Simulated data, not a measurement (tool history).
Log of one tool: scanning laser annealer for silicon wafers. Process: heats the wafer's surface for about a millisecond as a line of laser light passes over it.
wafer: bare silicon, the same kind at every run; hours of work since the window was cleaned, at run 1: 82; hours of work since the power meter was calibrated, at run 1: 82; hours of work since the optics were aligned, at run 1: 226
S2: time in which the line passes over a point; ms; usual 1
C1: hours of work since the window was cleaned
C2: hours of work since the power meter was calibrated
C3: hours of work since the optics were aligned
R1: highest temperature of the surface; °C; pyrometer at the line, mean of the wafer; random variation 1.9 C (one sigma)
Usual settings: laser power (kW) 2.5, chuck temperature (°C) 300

{"run": 1, "hour": 0.0, "laser power (kW)": 2.5, "S2": 1, "chuck temperature (°C)": 300, "C1": 82, "C2": 82, "C3": 226, "R1": 1097}
{"run": 2, "hour": 39.5, "laser power (kW)": 2.5, "S2": 1, "chuck temperature (°C)": 318, "C1": 105, "C2": 105, "C3": 249, "R1": 1118}
{"run": 3, "hour": 108.7, "laser power (kW)": 2.546, "S2": 1, "chuck temperature (°C)": 300, "C1": 147, "C2": 147, "C3": 291, "R1": 1113}
{"run": 4, "hour": 182.8, "laser power (kW)": 2.546, "S2": 1, "chuck temperature (°C)": 300, "C1": 191, "C2": 191, "C3": 335, "R1": 1111}
{"run": 5, "hour": 254.9, "laser power (kW)": 2.546, "S2": 1, "chuck temperature (°C)": 300, "C1": 234, "C2": 234, "C3": 378, "R1": 1107}
{"run": 6, "hour": 333.4, "laser power (kW)": 2.5, "S2": 1, "chuck temperature (°C)": 269, "C1": 281, "C2": 281, "C3": 425, "R1": 1061}
{"run": 7, "hour": 388.6, "laser power (kW)": 2.5, "S2": 0.95, "chuck temperature (°C)": 300, "C1": 314, "C2": 314, "C3": 458, "R1": 1068}
{"run": 8, "hour": 447.6, "laser power (kW)": 2.5, "S2": 0.95, "chuck temperature (°C)": 300, "C1": 349, "C2": 349, "C3": 493, "R1": 1066}
{"run": 9, "hour": 496.7, "laser power (kW)": 2.5, "S2": 1, "chuck temperature (°C)": 300, "C1": 378, "C2": 378, "C3": 522, "R1": 1090}
{"run": 10, "hour": 549.8, "laser power (kW)": 2.5, "S2": 1, "chuck temperature (°C)": 300, "C1": 410, "C2": 410, "C3": 554, "R1": 1088}
{"run": 11, "hour": 617.2, "laser power (kW)": 2.5, "S2": 1, "chuck temperature (°C)": 300, "C1": 450, "C2": 450, "C3": 594, "R1": 1088}
{"run": 12, "hour": 695.1, "laser power (kW)": 2.734, "S2": 1, "chuck temperature (°C)": 300, "C1": 497, "C2": 497, "C3": 641, "R1": 1166}
{"run": 13, "hour": 759.7, "laser power (kW)": 2.734, "S2": 1, "chuck temperature (°C)": 300, "C1": 535, "C2": 535, "C3": 679, "R1": 1167}
{"run": 14, "hour": 807.1, "laser power (kW)": 2.734, "S2": 1, "chuck temperature (°C)": 300, "C1": 564, "C2": 564, "C3": 708, "R1": 1166}
{"run": 15, "hour": 867.4, "laser power (kW)": 2.5, "S2": 1, "chuck temperature (°C)": 300, "C1": 599, "C2": 599, "C3": 743, "R1": 1084}
{"run": 16, "hour": 920.8, "laser power (kW)": 2.5, "S2": 1, "chuck temperature (°C)": 330, "C1": 631, "C2": 631, "C3": 775, "R1": 1111}
{"hour": 928.1, "done": "window over the wafer cleaned"}
{"run": 17, "hour": 977.0, "laser power (kW)": 2.5, "S2": 1, "chuck temperature (°C)": 330, "C1": 29, "C2": 664, "C3": 808, "R1": 1102}
{"run": 18, "hour": 1035.6, "laser power (kW)": 2.5, "S2": 0.76, "chuck temperature (°C)": 300, "C1": 64, "C2": 699, "C3": 843, "R1": 956}
{"run": 19, "hour": 1097.7, "laser power (kW)": 2.5, "S2": 1, "chuck temperature (°C)": 300, "C1": 101, "C2": 736, "C3": 880, "R1": 1070}
{"run": 20, "hour": 1159.7, "laser power (kW)": 2.5, "S2": 1, "chuck temperature (°C)": 300, "C1": 138, "C2": 773, "C3": 917, "R1": 1067}
{"run": 21, "hour": 1201.9, "laser power (kW)": 2.5, "S2": 1, "chuck temperature (°C)": 300, "C1": 163, "C2": 798, "C3": 942, "R1": 1068}
{"run": 22, "hour": 1265.4, "laser power (kW)": 2.378, "S2": 1, "chuck temperature (°C)": 262, "C1": 201, "C2": 836, "C3": 980, "R1": 991}
{"hour": 1296.2, "done": "window over the wafer cleaned, once more"}
{"run": 23, "hour": 1322.1, "laser power (kW)": 2.378, "S2": 1, "chuck temperature (°C)": 262, "C1": 15, "C2": 869, "C3": 1013, "R1": 1026}
{"run": 24, "hour": 1400.6, "laser power (kW)": 2.378, "S2": 1, "chuck temperature (°C)": 262, "C1": 62, "C2": 915, "C3": 1059, "R1": 1020}
{"run": 25, "hour": 1487.4, "laser power (kW)": 2.236, "S2": 0.73, "chuck temperature (°C)": 279, "C1": 114, "C2": 967, "C3": 1111, "R1": 871}
{"hour": 1544.7, "done": "optics aligned, line set to its width"}
{"run": 26, "hour": 1563.0, "laser power (kW)": 2.236, "S2": 1.13, "chuck temperature (°C)": 323, "C1": 156, "C2": 1009, "C3": 11, "R1": 1090}
{"run": 27, "hour": 1625.9, "laser power (kW)": 2.236, "S2": 1.13, "chuck temperature (°C)": 323, "C1": 194, "C2": 1047, "C3": 49, "R1": 1088}
{"run": 28, "hour": 1712.5, "laser power (kW)": 2.56, "S2": 0.76, "chuck temperature (°C)": 323, "C1": 245, "C2": 1099, "C3": 100, "R1": 1019}
{"run": 29, "hour": 1779.8, "laser power (kW)": 2.56, "S2": 1.2, "chuck temperature (°C)": 302, "C1": 286, "C2": 1139, "C3": 140, "R1": 1214}
{"run": 30, "hour": 1820.1, "laser power (kW)": 2.56, "S2": 1.2, "chuck temperature (°C)": 302, "C1": 310, "C2": 1163, "C3": 164, "R1": 1219}
{"run": 31, "hour": 1864.9, "laser power (kW)": 2.14, "S2": 0.98, "chuck temperature (°C)": 301, "C1": 336, "C2": 1190, "C3": 191, "R1": 967}
{"run": 32, "hour": 1912.8, "laser power (kW)": 2.14, "S2": 0.98, "chuck temperature (°C)": 301, "C1": 365, "C2": 1218, "C3": 220, "R1": 968}
{"run": 33, "hour": 1967.4, "laser power (kW)": 2.722, "S2": 0.79, "chuck temperature (°C)": 322, "C1": 398, "C2": 1251, "C3": 252, "R1": 1086}
{"run": 34, "hour": 2044.0, "laser power (kW)": 2.5, "S2": 0.74, "chuck temperature (°C)": 300, "C1": 443, "C2": 1296, "C3": 298, "R1": 967}
{"run": 35, "hour": 2091.9, "laser power (kW)": 2.5, "S2": 0.7, "chuck temperature (°C)": 308, "C1": 472, "C2": 1325, "C3": 327, "R1": 952}
{"run": 36, "hour": 2136.3, "laser power (kW)": 2.5, "S2": 0.7, "chuck temperature (°C)": 308, "C1": 498, "C2": 1352, "C3": 353, "R1": 949}
{"run": 37, "hour": 2191.1, "laser power (kW)": 2.42, "S2": 1.16, "chuck temperature (°C)": 289, "C1": 531, "C2": 1384, "C3": 386, "R1": 1127}
{"run": 38, "hour": 2257.8, "laser power (kW)": 2.42, "S2": 1.16, "chuck temperature (°C)": 289, "C1": 571, "C2": 1424, "C3": 426, "R1": 1125}
{"run": 39, "hour": 2328.4, "laser power (kW)": 2.477, "S2": 1.09, "chuck temperature (°C)": 312, "C1": 613, "C2": 1466, "C3": 468, "R1": 1139}
{"run": 40, "hour": 2366.7, "laser power (kW)": 2.6, "S2": 0.99, "chuck temperature (°C)": 266, "C1": 636, "C2": 1489, "C3": 491, "R1": 1085}
{"hour": 2447.7, "done": "window over the wafer cleaned"}
{"run": 41, "hour": 2447.7, "laser power (kW)": 2.5, "S2": 0.75, "chuck temperature (°C)": 300, "C1": 0, "C2": 1536, "C3": 538, "R1": 989}
{"run": 42, "hour": 2527.6, "laser power (kW)": 2.5, "S2": 1, "chuck temperature (°C)": 317, "C1": 48, "C2": 1584, "C3": 586, "R1": 1133}

Forecast each of these 3 alternatives for the next run:
{"run": "A", "hour": 2593.6, "laser power (kW)": 2.475, "S2": 1, "chuck temperature (°C)": 300, "C1": 87, "C2": 1623, "C3": 625, "R1": "?"}
{"run": "B", "hour": 2593.6, "laser power (kW)": 2.5, "S2": 1, "chuck temperature (°C)": 263, "C1": 87, "C2": 1623, "C3": 625, "R1": "?"}
{"run": "C", "hour": 2593.6, "laser power (kW)": 2.253, "S2": 1.2, "chuck temperature (°C)": 303, "C1": 87, "C2": 1623, "C3": 625, "R1": "?"}

run=A R1=1106
run=B R1=1074
run=C R1=1114
Without the tool's hidden state the same runs would have given:
run=A R1=1100
run=B R1=1068
run=C R1=1108

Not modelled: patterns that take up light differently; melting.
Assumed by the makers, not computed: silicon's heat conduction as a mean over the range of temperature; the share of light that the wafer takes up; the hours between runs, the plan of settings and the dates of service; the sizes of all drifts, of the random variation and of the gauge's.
